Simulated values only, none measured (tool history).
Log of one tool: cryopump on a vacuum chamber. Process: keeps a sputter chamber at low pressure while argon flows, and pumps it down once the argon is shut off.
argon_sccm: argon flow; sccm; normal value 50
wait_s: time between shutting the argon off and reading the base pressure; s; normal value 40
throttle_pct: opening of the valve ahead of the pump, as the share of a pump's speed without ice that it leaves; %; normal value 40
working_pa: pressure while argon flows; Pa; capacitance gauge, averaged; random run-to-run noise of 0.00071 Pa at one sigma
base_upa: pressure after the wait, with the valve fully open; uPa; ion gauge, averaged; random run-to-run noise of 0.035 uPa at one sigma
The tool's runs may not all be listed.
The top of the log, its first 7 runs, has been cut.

run 8 hour=475.3 | argon_sccm=50 wait_s=40 throttle_pct=40 | working_pa=0.1330 base_upa=2.74
run 9 hour=572.9 | argon_sccm=50 wait_s=40 throttle_pct=40 | working_pa=0.1354 base_upa=2.73
run 10 hour=626.3 | argon_sccm=50 wait_s=40 throttle_pct=40 | working_pa=0.1369 base_upa=2.77
run 11 hour=701.7 | argon_sccm=50 wait_s=40 throttle_pct=40 | working_pa=0.1373 base_upa=2.92
run 12 hour=795.0 | argon_sccm=50 wait_s=40 throttle_pct=40 | working_pa=0.1386 base_upa=3.01
run 13 hour=845.1 | argon_sccm=50 wait_s=40 throttle_pct=40 | working_pa=0.1396 base_upa=2.94
run 14 hour=900.9 | argon_sccm=50 wait_s=40 throttle_pct=29 | working_pa=0.1888 base_upa=3.01
run 15 hour=1003.0 | argon_sccm=50 wait_s=40 throttle_pct=19 | working_pa=0.2856 base_upa=3.12
run 16 hour=1068.6 | argon_sccm=50 wait_s=40 throttle_pct=40 | working_pa=0.1441 base_upa=3.27
-- hour=1098.5 pump warmed up, emptied and cooled again
run 17 hour=1163.7 | argon_sccm=50 wait_s=40 throttle_pct=40 | working_pa=0.1300 base_upa=2.91
run 18 hour=1213.5 | argon_sccm=50 wait_s=106 throttle_pct=31 | working_pa=0.1679 base_upa=1.98
run 19 hour=1267.8 | argon_sccm=50 wait_s=106 throttle_pct=34 | working_pa=0.1541 base_upa=1.98
run 20 hour=1371.2 | argon_sccm=50 wait_s=138 throttle_pct=48 | working_pa=0.1111 base_upa=1.92
run 21 hour=1469.9 | argon_sccm=78 wait_s=167 throttle_pct=48 | working_pa=0.1758 base_upa=1.90
run 22 hour=1570.0 | argon_sccm=50 wait_s=76 throttle_pct=22 | working_pa=0.2414 base_upa=2.48
run 23 hour=1646.5 | argon_sccm=50 wait_s=26 throttle_pct=18 | working_pa=0.2927 base_upa=4.51
run 24 hour=1729.4 | argon_sccm=50 wait_s=26 throttle_pct=18 | working_pa=0.2953 base_upa=4.46
run 25 hour=1826.9 | argon_sccm=50 wait_s=31 throttle_pct=38 | working_pa=0.1470 base_upa=4.16
run 26 hour=1898.0 | argon_sccm=55 wait_s=31 throttle_pct=28 | working_pa=0.2163 base_upa=4.29
run 27 hour=1966.0 | argon_sccm=69 wait_s=28 throttle_pct=17 | working_pa=0.4362 base_upa=4.48
-- hour=2015.2 pump warmed up, emptied and cooled again
run 28 hour=2045.9 | argon_sccm=40 wait_s=40 throttle_pct=40 | working_pa=0.1039 base_upa=3.42
run 29 hour=2125.5 | argon_sccm=40 wait_s=40 throttle_pct=40 | working_pa=0.1038 base_upa=3.43
run 30 hour=2189.0 | argon_sccm=40 wait_s=187 throttle_pct=26 | working_pa=0.1599 base_upa=2.10
run 31 hour=2237.8 | argon_sccm=36 wait_s=270 throttle_pct=15 | working_pa=0.2468 base_upa=2.10
run 32 hour=2326.0 | argon_sccm=36 wait_s=270 throttle_pct=53 | working_pa=0.0728 base_upa=2.17

Consider 5 possible next runs. They are alternatives, not a sequence: every one starts from the tool as it was left by run 32. What does each give?
run A hour=2388.8 | argon_sccm=42 wait_s=40 throttle_pct=41 | working_pa=? base_upa=?
run B hour=2388.8 | argon_sccm=92 wait_s=270 throttle_pct=28 | working_pa=? base_upa=?
run C hour=2388.8 | argon_sccm=36 wait_s=270 throttle_pct=20 | working_pa=? base_upa=?
run D hour=2388.8 | argon_sccm=50 wait_s=40 throttle_pct=29 | working_pa=? base_upa=?
run E hour=2388.8 | argon_sccm=84 wait_s=209 throttle_pct=22 | working_pa=? base_upa=?

run=A working_pa=0.1093 base_upa=3.83
run=B working_pa=0.3501 base_upa=2.17
run=C working_pa=0.1876 base_upa=2.25
run=D working_pa=0.1848 base_upa=3.69
run=E working_pa=0.4027 base_upa=2.31
Without the tool's unlogged condition, the same runs would have read:
run=A working_pa=0.1034 base_upa=2.00
run=B working_pa=0.3370 base_upa=0.41
run=C working_pa=0.1825 base_upa=0.43
run=D working_pa=0.1777 base_upa=1.93
run=E working_pa=0.3908 base_upa=0.51
